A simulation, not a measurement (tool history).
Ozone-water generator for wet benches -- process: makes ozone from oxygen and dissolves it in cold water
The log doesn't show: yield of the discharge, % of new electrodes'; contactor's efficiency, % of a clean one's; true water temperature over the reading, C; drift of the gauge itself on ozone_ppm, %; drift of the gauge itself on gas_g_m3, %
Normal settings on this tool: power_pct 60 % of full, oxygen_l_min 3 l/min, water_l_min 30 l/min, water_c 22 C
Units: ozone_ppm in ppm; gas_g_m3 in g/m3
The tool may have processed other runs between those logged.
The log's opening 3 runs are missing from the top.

run,hour,power_pct,oxygen_l_min,water_l_min,water_c,hours of work since the electrodes were changed,hours of work since the contactor was cleaned,hours of work since the thermometer was calibrated,ozone_ppm,gas_g_m3
4,196.5,60,3,30,22,2665,1736,748,9.22,205.5
5,288,60,3,30,28,2738,1810,821,8.83,205.3
6,330.5,75,3,30,22,2772,1844,855,10.87,236.8
7,427.9,75,3,30,22,2850,1922,933,10.77,238.7
8,491.8,75,3,30,22,2901,1973,984,10.83,238.7
9,548.3,60,3,30,22,2947,2018,1030,9.06,201.7
10,642.8,60,3,30,22,3022,2094,1105,9.16,204.5
11,685.3,60,3,30,22,3056,2128,1139,9.18,202.3
12,756.5,45,3,30,22,3113,2185,1196,7.52,164.2
13,803.5,45,3,30,22,3151,2223,1234,7.48,166.8
14,889.8,60,3,37,22,3220,2292,1303,7.21,203.3
15,987.6,60,3,37,22,3299,2370,1382,7.12,202.2
16,1085.8,43,3,30,22,3377,2449,1460,7.11,160.9

Run 17, settings as shown, results not yet in. Your forecast:
17,1171.9,43,3,30,22,3446,2518,1529,?,?

ozone_ppm: 7.15 ppm
gas_g_m3: 158.3 g/m3
Had the tool carried no hidden state, the very same run would have given ozone_ppm 7.82 ppm, gas_g_m3 168.7 g/m3.
